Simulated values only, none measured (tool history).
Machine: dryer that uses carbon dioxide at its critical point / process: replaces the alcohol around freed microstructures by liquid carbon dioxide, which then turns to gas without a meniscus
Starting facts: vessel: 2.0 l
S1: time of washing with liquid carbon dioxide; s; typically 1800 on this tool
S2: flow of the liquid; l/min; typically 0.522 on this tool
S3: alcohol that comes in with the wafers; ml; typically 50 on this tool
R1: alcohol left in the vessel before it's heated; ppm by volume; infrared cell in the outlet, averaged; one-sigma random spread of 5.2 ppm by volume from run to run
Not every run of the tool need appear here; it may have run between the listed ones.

Run 1, day 0: usual settings. Result: R1 143 ppm by volume.
Run 2, day 1.967: usual settings but S3 84 ml. Result: R1 261 ppm by volume.
Run 3, day 3.629: usual settings but S3 84 ml. Result: R1 268 ppm by volume.
Run 4, day 4.733: usual settings. Result: R1 176 ppm by volume.
Run 5, day 5.792: usual settings but S2 0.873 l/min. Result: R1 31 ppm by volume.
At day 6.283: inlet filter changed.
Run 6, day 8.304: usual settings but S2 0.873 l/min. Result: R1 27 ppm by volume.
Run 7, day 10.054: usual settings but S3 108 ml. Result: R1 248 ppm by volume.
Run 8, day 12.312: usual settings but S3 108 ml. Result: R1 290 ppm by volume.
Run 9, day 13.725: usual settings but S3 108 ml. Result: R1 298 ppm by volume.
Run 10, day 15.425: usual settings but S1 1320 s, S3 108 ml. Result: R1 1183 ppm by volume.
Run 11, day 16.904: usual settings but S1 1320 s, S3 108 ml. Result: R1 1225 ppm by volume.
Run 12, day 19.258: usual settings but S1 1320 s, S3 108 ml. Result: R1 1325 ppm by volume.
Run 13, day 20.842: usual settings but S1 1620 s. Result: R1 317 ppm by volume.
Run 14, day 21.871: usual settings. Result: R1 235 ppm by volume.
At day 22.846: inlet filter changed.
Run 15, day 23: usual settings. Result: R1 148 ppm by volume.
Run 16, day 24.079: usual settings. Result: R1 156 ppm by volume.
Run 17, day 25.229: usual settings. Result: R1 166 ppm by volume.
Run 18, day 27.388: usual settings. Result: R1 171 ppm by volume.
Run 19, day 29.458: usual settings but S2 0.727 l/min. Result: R1 79 ppm by volume.
Run 20, day 31.817: usual settings but S3 35 ml. Result: R1 157 ppm by volume.
Run 21, day 33.242: usual settings but S2 0.577 l/min. Result: R1 149 ppm by volume.
Run 22, day 34.533: usual settings but S3 24 ml. Result: R1 145 ppm by volume.
Run 23, day 36.833: usual settings but S1 2700 s, S3 38 ml. Result: R1 90 ppm by volume.
Run 24, day 38.921: usual settings but S1 2700 s, S2 0.528 l/min, S3 39 ml. Result: R1 97 ppm by volume.
At day 39.517: inlet filter changed.
Run 25, day 41.329: usual settings but S1 2700 s, S2 0.528 l/min, S3 39 ml. Result: R1 93 ppm by volume.
Run 26, day 43.596: usual settings but S1 1620 s, S2 0.528 l/min, S3 108 ml. Result: R1 489 ppm by volume.
Run 27, day 44.833: usual settings but S1 1620 s, S2 0.528 l/min, S3 108 ml. Result: R1 497 ppm by volume.
Run 28, day 47.171: usual settings but S1 1200 s. Result: R1 816 ppm by volume.
Run 29, day 48.908: usual settings but S1 1200 s. Result: R1 872 ppm by volume.
Run 30, day 50.004: usual settings but S2 0.718 l/min, S3 103 ml. Result: R1 148 ppm by volume.
Run 31, day 52.288: usual settings but S2 0.357 l/min. Result: R1 891 ppm by volume.
Run 32, day 53.417: usual settings but S1 1320 s, S2 0.457 l/min, S3 39 ml. Result: R1 891 ppm by volume.
Run 33, day 55.542: usual settings but S1 1440 s, S2 0.504 l/min, S3 117 ml. Result: R1 1345 ppm by volume.
At day 56.129: inlet filter changed.
Run 34, day 57.304: usual settings but S1 2640 s, S2 0.504 l/min, S3 117 ml. Result: R1 139 ppm by volume.
Run 35, day 59.025: usual settings but S3 37 ml. Result: R1 197 ppm by volume.
Run 36, day 60.283: usual settings but S1 1380 s, S2 0.472 l/min, S3 44 ml. Result: R1 632 ppm by volume.
Run 37, day 61.875: usual settings but S1 1380 s, S2 0.472 l/min, S3 44 ml. Result: R1 679 ppm by volume.
Run 38, day 63.083: usual settings but S1 2040 s, S2 0.579 l/min, S3 31 ml. Result: R1 142 ppm by volume.
Run 39, day 65.067: usual settings but S1 1380 s, S2 0.847 l/min, S3 71 ml. Result: R1 177 ppm by volume.
Run 40, day 67.208: usual settings but S2 0.756 l/min, S3 51 ml. Result: R1 157 ppm by volume.
Run 41, day 69.092: usual settings but S1 2700 s, S2 0.41 l/min, S3 51 ml. Result: R1 202 ppm by volume.
Run 42, day 71.404: usual settings but S1 1200 s, S2 0.472 l/min, S3 85 ml. Result: R1 2205 ppm by volume.
At day 72.746: inlet filter changed.
Run 43, day 72.912: usual settings but S1 2700 s, S2 0.864 l/min, S3 85 ml. Result: R1 143 ppm by volume.

Here are 5 independent what-if runs from the current tool condition. What would each one return?
Run A, day 74.596: usual settings but S1 1140 s, S2 0.597 l/min, S3 73 ml. Result: R1 ?.
Run B, day 74.596: usual settings but S1 2040 s, S2 0.468 l/min, S3 85 ml. Result: R1 ?.
Run C, day 74.596: usual settings but S1 2700 s, S2 0.864 l/min, S3 77 ml. Result: R1 ?.
Run D, day 74.596: usual settings but S1 2700 s, S2 0.864 l/min, S3 36 ml. Result: R1 ?.
Run E, day 74.596: usual settings but S1 2100 s, S3 23 ml. Result: R1 ?.

run   R1
  A  819
  B  315
  C  153
  D  149
  E  177
Without the tool's hidden state the same runs would have given:
run   R1
  A  622
  B  152
  C    5
  D    4
  E   27
